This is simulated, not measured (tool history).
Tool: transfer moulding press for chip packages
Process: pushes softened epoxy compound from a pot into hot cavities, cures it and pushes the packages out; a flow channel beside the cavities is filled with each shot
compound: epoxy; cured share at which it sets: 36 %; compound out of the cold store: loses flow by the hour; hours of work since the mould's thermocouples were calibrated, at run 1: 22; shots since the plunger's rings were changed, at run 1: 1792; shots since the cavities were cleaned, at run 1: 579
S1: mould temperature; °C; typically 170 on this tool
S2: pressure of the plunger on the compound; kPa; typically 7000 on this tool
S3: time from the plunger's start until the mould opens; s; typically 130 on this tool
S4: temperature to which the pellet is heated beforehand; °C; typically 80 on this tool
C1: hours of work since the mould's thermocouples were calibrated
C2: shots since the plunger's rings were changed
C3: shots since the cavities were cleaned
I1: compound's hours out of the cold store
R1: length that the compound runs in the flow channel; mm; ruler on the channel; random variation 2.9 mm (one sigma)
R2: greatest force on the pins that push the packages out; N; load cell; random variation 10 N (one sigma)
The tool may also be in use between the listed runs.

Run 1, hour 0: usual settings; C1 22; C2 1792; C3 579; I1 24.2. Result: R1 710 mm, R2 642 N.
At hour 10.2: cavities cleaned with cleaning compound and waxed.
Run 2, hour 11.6: usual settings; C1 28; C2 1871; C3 11; I1 32. Result: R1 682 mm, R2 468 N.
Run 3, hour 23.5: usual settings but S2 6530 kPa; C1 35; C2 1963; C3 103; I1 27.9. Result: R1 665 mm, R2 538 N.
Run 4, hour 33.5: usual settings but S2 6530 kPa; C1 40; C2 2041; C3 181; I1 46.9. Result: R1 625 mm, R2 522 N.
Run 5, hour 42: usual settings but S2 6100 kPa; C1 45; C2 2107; C3 247; I1 46.9. Result: R1 606 mm, R2 546 N.
Run 6, hour 49.7: usual settings but S2 6060 kPa; C1 50; C2 2168; C3 308; I1 10.1. Result: R1 684 mm, R2 598 N.
Run 7, hour 57.7: usual settings but S4 77 °C; C1 54; C2 2229; C3 369; I1 37.4. Result: R1 666 mm, R2 602 N.
Run 8, hour 67.8: usual settings but S4 77 °C; C1 60; C2 2308; C3 448; I1 12.4. Result: R1 728 mm, R2 645 N.
Run 9, hour 80: usual settings but S4 77 °C; C1 67; C2 2403; C3 543; I1 39.8. Result: R1 657 mm, R2 588 N.
Run 10, hour 90.3: usual settings but S1 165 °C; C1 72; C2 2483; C3 623; I1 10.4. Result: R1 747 mm, R2 1054 N.
At hour 94.8: cavities cleaned with cleaning compound and waxed.
Run 11, hour 100.3: usual settings; C1 77; C2 2548; C3 42; I1 35.5. Result: R1 664 mm, R2 495 N.
Run 12, hour 106.9: usual settings but S1 175 °C; C1 81; C2 2600; C3 94; I1 13.6. Result: R1 709 mm, R2 413 N.
Run 13, hour 113.3: usual settings but S1 174 °C; C1 85; C2 2650; C3 144; I1 37.4. Result: R1 657 mm, R2 437 N.
Run 14, hour 118.9: usual settings but S1 174 °C; C1 88; C2 2693; C3 187; I1 28.5. Result: R1 670 mm, R2 448 N.
Run 15, hour 131: usual settings but S1 173 °C; C1 95; C2 2787; C3 281; I1 38.9. Result: R1 650 mm, R2 490 N.
Run 16, hour 141.1: usual settings but S2 7990 kPa, S3 147 s; C1 100; C2 2866; C3 360; I1 43.4. Result: R1 685 mm, R2 496 N.
Run 17, hour 147.3: usual settings but S2 6600 kPa, S3 138 s; C1 104; C2 2914; C3 408; I1 41.2. Result: R1 630 mm, R2 552 N.
Run 18, hour 154.2: usual settings but S1 169 °C, S2 6600 kPa, S3 159 s; C1 108; C2 2968; C3 462; I1 29.6. Result: R1 659 mm, R2 507 N.
Run 19, hour 167: usual settings but S1 169 °C, S2 6600 kPa, S3 138 s; C1 115; C2 3068; C3 562; I1 28. Result: R1 663 mm, R2 629 N.
Run 20, hour 176.2: usual settings but S1 169 °C, S2 6600 kPa, S3 138 s, S4 83 °C; C1 120; C2 3139; C3 633; I1 13.1. Result: R1 697 mm, R2 633 N.
At hour 179.4: cavities cleaned with cleaning compound and waxed.
Run 21, hour 189.8: usual settings but S2 5490 kPa, S4 90 °C; C1 127; C2 3233; C3 81; I1 30.3. Result: R1 597 mm, R2 499 N.
Run 22, hour 202: usual settings but S2 5320 kPa, S3 133 s, S4 83 °C; C1 134; C2 3327; C3 175; I1 13.6. Result: R1 620 mm, R2 522 N.
Run 23, hour 208.7: usual settings but S1 174 °C, S2 5320 kPa, S3 112 s, S4 87 °C; C1 137; C2 3380; C3 228; I1 23.3. Result: R1 585 mm, R2 571 N.
Run 24, hour 218.4: usual settings but S1 174 °C, S2 5320 kPa, S3 112 s, S4 87 °C; C1 143; C2 3455; C3 303; I1 34.2. Result: R1 562 mm, R2 588 N.
Run 25, hour 229.8: usual settings but S2 5360 kPa, S4 83 °C; C1 149; C2 3544; C3 392; I1 47.6. Result: R1 558 mm, R2 584 N.
Run 26, hour 238: usual settings but S1 165 °C, S2 5360 kPa, S4 78 °C; C1 154; C2 3608; C3 456; I1 45.9. Result: R1 563 mm, R2 885 N.
Run 27, hour 246: usual settings but S1 165 °C, S2 5360 kPa, S4 78 °C; C1 159; C2 3670; C3 518; I1 35.2. Result: R1 589 mm, R2 922 N.
Run 28, hour 258: usual settings but S1 165 °C, S2 5360 kPa, S4 78 °C; C1 165; C2 3763; C3 611; I1 15.3. Result: R1 629 mm, R2 985 N.

Below are 4 alternative next runs, each starting from the tool's condition after run 28. Predict each:
At hour 264: cavities cleaned with cleaning compound and waxed.
Run A, hour 272: usual settings but S1 164 °C, S2 5360 kPa, S3 128 s, S4 87 °C; C1 172; C2 3860; C3 62; I1 13.3. Result: R1 ?, R2 ?.
At hour 264: cavities cleaned with cleaning compound and waxed.
Run B, hour 272: usual settings but S4 72 °C; C1 172; C2 3860; C3 62; I1 23.3. Result: R1 ?, R2 ?.
At hour 264: cavities cleaned with cleaning compound and waxed.
Run C, hour 272: usual settings but S1 165 °C, S2 5960 kPa, S4 78 °C; C1 172; C2 3860; C3 62; I1 19.1. Result: R1 ?, R2 ?.
At hour 264: cavities cleaned with cleaning compound and waxed.
Run D, hour 272: usual settings but S1 165 °C, S2 6750 kPa, S4 79 °C; C1 172; C2 3860; C3 62; I1 35.3. Result: R1 ?, R2 ?.

run   R1   R2
  A  637  795
  B  682  507
  C  652  732
  D  655  671
The same runs, with their run-to-run variation unchanged, on a tool lacking any hidden condition would have given:
run   R1   R2
  A  680  725
  B  729  466
  C  697  667
  D  700  611
